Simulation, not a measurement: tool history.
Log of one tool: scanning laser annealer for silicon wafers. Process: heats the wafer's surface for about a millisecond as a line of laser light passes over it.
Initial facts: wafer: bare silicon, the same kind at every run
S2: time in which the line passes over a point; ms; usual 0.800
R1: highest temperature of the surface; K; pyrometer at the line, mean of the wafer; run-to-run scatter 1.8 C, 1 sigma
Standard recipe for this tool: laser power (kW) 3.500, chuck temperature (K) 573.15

run 1 hour=0.0 | laser_power_(kW)=3.500 S2=0.800 chuck_temperature_(K)=573.15 | R1=1351.15
run 2 hour=27.8 | laser_power_(kW)=3.500 S2=0.800 chuck_temperature_(K)=573.15 | R1=1356.15
run 3 hour=50.5 | laser_power_(kW)=3.818 S2=0.800 chuck_temperature_(K)=573.15 | R1=1446.15
run 4 hour=77.9 | laser_power_(kW)=3.818 S2=0.800 chuck_temperature_(K)=573.15 | R1=1443.15
run 5 hour=99.2 | laser_power_(kW)=3.500 S2=0.800 chuck_temperature_(K)=608.15 | R1=1389.15
run 6 hour=113.8 | laser_power_(kW)=2.976 S2=0.800 chuck_temperature_(K)=573.15 | R1=1209.15
run 7 hour=139.8 | laser_power_(kW)=3.500 S2=0.800 chuck_temperature_(K)=559.15 | R1=1339.15
run 8 hour=158.2 | laser_power_(kW)=3.500 S2=0.580 chuck_temperature_(K)=559.15 | R1=1223.15
run 9 hour=172.6 | laser_power_(kW)=3.500 S2=0.580 chuck_temperature_(K)=559.15 | R1=1222.15
run 10 hour=191.8 | laser_power_(kW)=3.500 S2=0.580 chuck_temperature_(K)=559.15 | R1=1222.15
run 11 hour=219.2 | laser_power_(kW)=3.500 S2=0.580 chuck_temperature_(K)=559.15 | R1=1224.15
run 12 hour=250.1 | laser_power_(kW)=3.500 S2=0.580 chuck_temperature_(K)=559.15 | R1=1222.15
run 13 hour=280.3 | laser_power_(kW)=3.500 S2=0.905 chuck_temperature_(K)=573.15 | R1=1399.15
run 14 hour=308.0 | laser_power_(kW)=3.500 S2=0.800 chuck_temperature_(K)=556.15 | R1=1334.15
run 15 hour=335.1 | laser_power_(kW)=3.500 S2=0.800 chuck_temperature_(K)=556.15 | R1=1335.15
run 16 hour=356.1 | laser_power_(kW)=3.500 S2=0.800 chuck_temperature_(K)=556.15 | R1=1335.15
run 17 hour=372.5 | laser_power_(kW)=3.075 S2=0.586 chuck_temperature_(K)=611.15 | R1=1178.15
run 18 hour=391.0 | laser_power_(kW)=3.075 S2=0.586 chuck_temperature_(K)=611.15 | R1=1174.15
run 19 hour=406.8 | laser_power_(kW)=3.772 S2=0.806 chuck_temperature_(K)=566.15 | R1=1428.15
run 20 hour=436.0 | laser_power_(kW)=3.772 S2=0.806 chuck_temperature_(K)=566.15 | R1=1427.15
run 21 hour=454.3 | laser_power_(kW)=3.772 S2=0.806 chuck_temperature_(K)=566.15 | R1=1431.15
run 22 hour=470.4 | laser_power_(kW)=3.532 S2=0.850 chuck_temperature_(K)=604.15 | R1=1417.15
run 23 hour=493.6 | laser_power_(kW)=3.500 S2=0.946 chuck_temperature_(K)=573.15 | R1=1423.15
run 24 hour=519.2 | laser_power_(kW)=3.141 S2=0.578 chuck_temperature_(K)=570.15 | R1=1147.15
run 25 hour=550.3 | laser_power_(kW)=3.141 S2=0.578 chuck_temperature_(K)=547.15 | R1=1125.15
run 26 hour=581.7 | laser_power_(kW)=3.500 S2=0.649 chuck_temperature_(K)=606.15 | R1=1308.15
run 27 hour=605.4 | laser_power_(kW)=3.500 S2=0.649 chuck_temperature_(K)=606.15 | R1=1311.15
run 28 hour=629.1 | laser_power_(kW)=3.500 S2=0.649 chuck_temperature_(K)=606.15 | R1=1313.15
run 29 hour=662.2 | laser_power_(kW)=3.500 S2=0.649 chuck_temperature_(K)=606.15 | R1=1306.15
run 30 hour=692.7 | laser_power_(kW)=3.300 S2=0.779 chuck_temperature_(K)=573.15 | R1=1286.15
run 31 hour=709.9 | laser_power_(kW)=3.680 S2=0.800 chuck_temperature_(K)=583.15 | R1=1416.15

Consider 4 possible next runs. They are alternatives, not a sequence: every one starts from the tool as it was left by run 31. What does each give?
run A hour=732.8 | laser_power_(kW)=3.680 S2=0.800 chuck_temperature_(K)=549.15 | R1=?
run B hour=732.8 | laser_power_(kW)=3.500 S2=0.908 chuck_temperature_(K)=597.15 | R1=?
run C hour=732.8 | laser_power_(kW)=3.718 S2=0.800 chuck_temperature_(K)=596.15 | R1=?
run D hour=732.8 | laser_power_(kW)=3.440 S2=0.786 chuck_temperature_(K)=583.15 | R1=?

run=A R1=1381.15
run=B R1=1425.15
run=C R1=1440.15
run=D R1=1340.15
With the hidden condition removed and each run's random variation left untouched, the same runs would have given:
run=A R1=1381.15
run=B R1=1426.15
run=C R1=1440.15
run=D R1=1341.15
